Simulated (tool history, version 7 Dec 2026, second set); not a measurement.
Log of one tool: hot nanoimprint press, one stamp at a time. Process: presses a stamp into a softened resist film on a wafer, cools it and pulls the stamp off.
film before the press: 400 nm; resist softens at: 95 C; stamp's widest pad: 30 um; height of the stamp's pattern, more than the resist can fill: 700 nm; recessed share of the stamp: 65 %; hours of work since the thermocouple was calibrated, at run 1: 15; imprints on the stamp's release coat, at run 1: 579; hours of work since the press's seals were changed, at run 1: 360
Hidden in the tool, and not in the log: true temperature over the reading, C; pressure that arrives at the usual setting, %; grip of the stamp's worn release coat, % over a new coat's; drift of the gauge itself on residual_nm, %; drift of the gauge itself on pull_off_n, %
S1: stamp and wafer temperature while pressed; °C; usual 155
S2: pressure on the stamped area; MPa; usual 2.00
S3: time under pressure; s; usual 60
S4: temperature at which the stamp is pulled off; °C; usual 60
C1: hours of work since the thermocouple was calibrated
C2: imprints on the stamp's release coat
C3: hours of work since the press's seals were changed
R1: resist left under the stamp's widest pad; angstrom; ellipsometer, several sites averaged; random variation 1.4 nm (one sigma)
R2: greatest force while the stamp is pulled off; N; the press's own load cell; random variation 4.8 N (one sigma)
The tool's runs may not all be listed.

run   hour   S1    S2  S3  S4   C1   C2   C3    R1   R2
  1    0.0  155  2.00  60  60   15  579  360  2234  252
  2   30.7  155  2.00  60  60   37  665  382  2233  255
  3   72.3  155  2.00  60  60   67  781  411  2213  252
  4   90.2  155  2.00  60  56   79  831  424  2208  273
  5  127.4  155  2.00  60  57  106  936  450  2183  270
     153.1  -- stamp cleaned and given a new release coat
  6  157.0  155  2.00  60  57  122   11  467  2192  246
  7  186.2  155  2.00  60  57  143   93  488  2169  239
  8  221.8  155  2.00  60  57  168  192  513  2161  239
  9  248.2  155  2.00  60  54  187  266  531  2167  251
 10  288.2  155  2.00  60  54  215  378  560  2158  257
 11  322.9  155  2.00  60  60  240  475  584  2122  249
 12  347.7  155  2.00  60  60  258  545  602  2145  252
 13  372.4  155  2.00  60  67  275  614  619  2086  236
 14  409.8  155  2.00  60  67  302  719  646  2111  240
 15  442.1  155  2.00  60  67  324  809  669  2083  247
 16  467.0  155  2.00  60  67  342  879  687  2078  242
     513.3  -- stamp cleaned and given a new release coat
 17  513.3  155  2.62  40  67  371    0  715  2156  222
     528.0  -- plate thermocouple calibrated
 18  535.0  155  2.62  40  67    5   52  728  2350  220
 19  575.4  162  2.62  40  67   34  165  757  1586  223
 20  607.7  162  2.62  40  67   56  256  780  1561  230
 21  649.7  155  2.00  34  60   86  373  810  2621  240
     678.3  -- press's hydraulic seals changed and the load cell set to zero
 22  687.0  155  2.00  34  60  107  456    6  2587  252
 23  711.2  164  2.00  60  58  124  523   23  1303  254
 24  740.5  164  1.54  60  58  145  605   44  1455  254
 25  769.7  161  1.59  93  60  166  687   65  1425  253
 26  793.2  149  2.00  60  60  182  753   81  2866  254
 27  833.5  149  2.00  60  60  211  866  110  2809  265
 28  866.1  149  2.00  60  60  234  957  133  2814  257
     884.2  -- stamp cleaned and given a new release coat
 29  908.2  149  2.00  60  60  259   67  159  2815  236

Some steps in R1 between neighbouring runs. How much of each would the tool show without its hidden state too (settings, what came in, random variation), and how much is left for the hidden state, with any gauge scatter that isn't in both results?
Run 17 -> 18: plate thermocouple calibrated. R1 +194 angstrom: hidden state +209, all else -15.
Run 21 -> 22: press's hydraulic seals changed and the load cell set to zero. R1 -34 angstrom: hidden state -43, all else +9.
Run 22 -> 23: S1 155 -> 164, S3 34 -> 60, S4 60 -> 58. R1 -1284 angstrom: hidden state +13, all else -1297.
Run 25 -> 26: S1 161 -> 149, S2 1.59 -> 2.00, S3 93 -> 60. R1 +1441 angstrom: hidden state -32, all else +1473.
